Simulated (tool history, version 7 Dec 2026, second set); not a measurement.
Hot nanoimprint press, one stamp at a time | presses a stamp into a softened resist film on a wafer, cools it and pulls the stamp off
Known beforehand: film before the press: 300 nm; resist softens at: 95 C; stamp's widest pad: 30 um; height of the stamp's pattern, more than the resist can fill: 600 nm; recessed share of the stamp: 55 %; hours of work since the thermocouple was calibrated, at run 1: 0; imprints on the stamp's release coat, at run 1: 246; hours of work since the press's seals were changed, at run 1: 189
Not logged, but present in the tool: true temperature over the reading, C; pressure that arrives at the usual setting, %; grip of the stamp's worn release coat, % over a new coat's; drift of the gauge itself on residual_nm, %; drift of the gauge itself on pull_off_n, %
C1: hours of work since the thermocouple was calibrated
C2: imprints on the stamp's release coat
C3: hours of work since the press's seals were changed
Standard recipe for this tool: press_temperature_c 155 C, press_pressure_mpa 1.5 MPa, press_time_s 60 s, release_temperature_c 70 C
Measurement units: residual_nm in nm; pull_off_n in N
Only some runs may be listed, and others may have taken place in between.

{"run": 1, "hour": 0.0, "press_temperature_c": 155, "press_pressure_mpa": 1.5, "press_time_s": 60, "release_temperature_c": 70, "C1": 0, "C2": 246, "C3": 189, "residual_nm": 107.6, "pull_off_n": 200}
{"run": 2, "hour": 55.3, "press_temperature_c": 161, "press_pressure_mpa": 1.5, "press_time_s": 60, "release_temperature_c": 70, "C1": 39, "C2": 406, "C3": 229, "residual_nm": 85.2, "pull_off_n": 203}
{"run": 3, "hour": 102.6, "press_temperature_c": 161, "press_pressure_mpa": 0.94, "press_time_s": 60, "release_temperature_c": 70, "C1": 73, "C2": 544, "C3": 262, "residual_nm": 110.7, "pull_off_n": 212}
{"run": 4, "hour": 187.5, "press_temperature_c": 161, "press_pressure_mpa": 0.94, "press_time_s": 60, "release_temperature_c": 70, "C1": 134, "C2": 790, "C3": 323, "residual_nm": 111.9, "pull_off_n": 223}
{"run": 5, "hour": 227.7, "press_temperature_c": 155, "press_pressure_mpa": 1.5, "press_time_s": 59, "release_temperature_c": 70, "C1": 162, "C2": 906, "C3": 351, "residual_nm": 114, "pull_off_n": 223}
{"run": 6, "hour": 288.5, "press_temperature_c": 155, "press_pressure_mpa": 1.5, "press_time_s": 59, "release_temperature_c": 70, "C1": 205, "C2": 1083, "C3": 395, "residual_nm": 112.8, "pull_off_n": 226}
{"run": 7, "hour": 326.2, "press_temperature_c": 155, "press_pressure_mpa": 0.99, "press_time_s": 60, "release_temperature_c": 70, "C1": 232, "C2": 1192, "C3": 422, "residual_nm": 138.8, "pull_off_n": 223}
{"hour": 373.0, "done": "plate thermocouple calibrated"}
{"run": 8, "hour": 398.7, "press_temperature_c": 155, "press_pressure_mpa": 0.99, "press_time_s": 60, "release_temperature_c": 70, "C1": 18, "C2": 1394, "C3": 471, "residual_nm": 137, "pull_off_n": 231}
{"run": 9, "hour": 450.4, "press_temperature_c": 155, "press_pressure_mpa": 0.99, "press_time_s": 87, "release_temperature_c": 70, "C1": 55, "C2": 1544, "C3": 508, "residual_nm": 119.7, "pull_off_n": 235}
{"run": 10, "hour": 528.1, "press_temperature_c": 155, "press_pressure_mpa": 1.39, "press_time_s": 87, "release_temperature_c": 70, "C1": 110, "C2": 1769, "C3": 563, "residual_nm": 101.9, "pull_off_n": 240}
{"hour": 538.7, "done": "stamp cleaned and given a new release coat"}
{"run": 11, "hour": 588.7, "press_temperature_c": 155, "press_pressure_mpa": 1.39, "press_time_s": 87, "release_temperature_c": 70, "C1": 149, "C2": 145, "C3": 602, "residual_nm": 101.4, "pull_off_n": 200}
{"run": 12, "hour": 639.7, "press_temperature_c": 155, "press_pressure_mpa": 1.39, "press_time_s": 87, "release_temperature_c": 56, "C1": 186, "C2": 293, "C3": 639, "residual_nm": 102.4, "pull_off_n": 242}
{"run": 13, "hour": 688.2, "press_temperature_c": 155, "press_pressure_mpa": 1.55, "press_time_s": 87, "release_temperature_c": 56, "C1": 220, "C2": 434, "C3": 673, "residual_nm": 98, "pull_off_n": 243}
{"hour": 753.1, "done": "plate thermocouple calibrated"}
{"run": 14, "hour": 765.4, "press_temperature_c": 155, "press_pressure_mpa": 1.55, "press_time_s": 87, "release_temperature_c": 56, "C1": 9, "C2": 649, "C3": 726, "residual_nm": 93.8, "pull_off_n": 252}
{"run": 15, "hour": 847.9, "press_temperature_c": 155, "press_pressure_mpa": 1.55, "press_time_s": 87, "release_temperature_c": 56, "C1": 68, "C2": 888, "C3": 785, "residual_nm": 95.4, "pull_off_n": 255}
{"run": 16, "hour": 900.9, "press_temperature_c": 155, "press_pressure_mpa": 1.21, "press_time_s": 101, "release_temperature_c": 70, "C1": 105, "C2": 1042, "C3": 823, "residual_nm": 103.1, "pull_off_n": 225}
{"run": 17, "hour": 968.9, "press_temperature_c": 155, "press_pressure_mpa": 1.21, "press_time_s": 101, "release_temperature_c": 70, "C1": 154, "C2": 1239, "C3": 871, "residual_nm": 105.3, "pull_off_n": 225}
{"run": 18, "hour": 1005.8, "press_temperature_c": 155, "press_pressure_mpa": 1.2, "press_time_s": 57, "release_temperature_c": 56, "C1": 180, "C2": 1346, "C3": 897, "residual_nm": 127.9, "pull_off_n": 270}
{"run": 19, "hour": 1046.5, "press_temperature_c": 152, "press_pressure_mpa": 1.5, "press_time_s": 61, "release_temperature_c": 70, "C1": 209, "C2": 1464, "C3": 926, "residual_nm": 129.4, "pull_off_n": 233}
{"run": 20, "hour": 1091.3, "press_temperature_c": 152, "press_pressure_mpa": 2.35, "press_time_s": 52, "release_temperature_c": 70, "C1": 241, "C2": 1594, "C3": 958, "residual_nm": 109.5, "pull_off_n": 252}
{"hour": 1132.3, "done": "plate thermocouple calibrated"}
{"run": 21, "hour": 1136.0, "press_temperature_c": 152, "press_pressure_mpa": 2.35, "press_time_s": 52, "release_temperature_c": 70, "C1": 3, "C2": 1716, "C3": 988, "residual_nm": 105.8, "pull_off_n": 249}
{"hour": 1167.5, "done": "stamp cleaned and given a new release coat"}
{"run": 22, "hour": 1194.3, "press_temperature_c": 152, "press_pressure_mpa": 2.35, "press_time_s": 52, "release_temperature_c": 70, "C1": 40, "C2": 78, "C3": 1025, "residual_nm": 105.9, "pull_off_n": 194}
{"run": 23, "hour": 1243.1, "press_temperature_c": 152, "press_pressure_mpa": 2.35, "press_time_s": 100, "release_temperature_c": 77, "C1": 75, "C2": 220, "C3": 1060, "residual_nm": 83.7, "pull_off_n": 177}
{"run": 24, "hour": 1302.8, "press_temperature_c": 152, "press_pressure_mpa": 2.35, "press_time_s": 100, "release_temperature_c": 77, "C1": 117, "C2": 393, "C3": 1102, "residual_nm": 84.9, "pull_off_n": 189}
{"run": 25, "hour": 1388.2, "press_temperature_c": 155, "press_pressure_mpa": 1.69, "press_time_s": 71, "release_temperature_c": 70, "C1": 178, "C2": 640, "C3": 1163, "residual_nm": 99.9, "pull_off_n": 215}
{"run": 26, "hour": 1454.0, "press_temperature_c": 163, "press_pressure_mpa": 1.69, "press_time_s": 83, "release_temperature_c": 62, "C1": 225, "C2": 831, "C3": 1210, "residual_nm": 67.9, "pull_off_n": 241}
{"hour": 1515.0, "done": "plate thermocouple calibrated"}
{"run": 27, "hour": 1523.7, "press_temperature_c": 152, "press_pressure_mpa": 1.5, "press_time_s": 87, "release_temperature_c": 59, "C1": 6, "C2": 1025, "C3": 1258, "residual_nm": 110.8, "pull_off_n": 250}

The next listed run, before its measurement:
{"run": 28, "hour": 1578.6, "press_temperature_c": 149, "press_pressure_mpa": 1.31, "press_time_s": 71, "release_temperature_c": 70, "C1": 45, "C2": 1184, "C3": 1297, "residual_nm": "?", "pull_off_n": "?"}

Run 28 came out at residual_nm 145.9 nm, pull_off_n 236 N.
Had the tool carried no hidden state, the very same run would have given residual_nm 141 nm, pull_off_n 201 N.
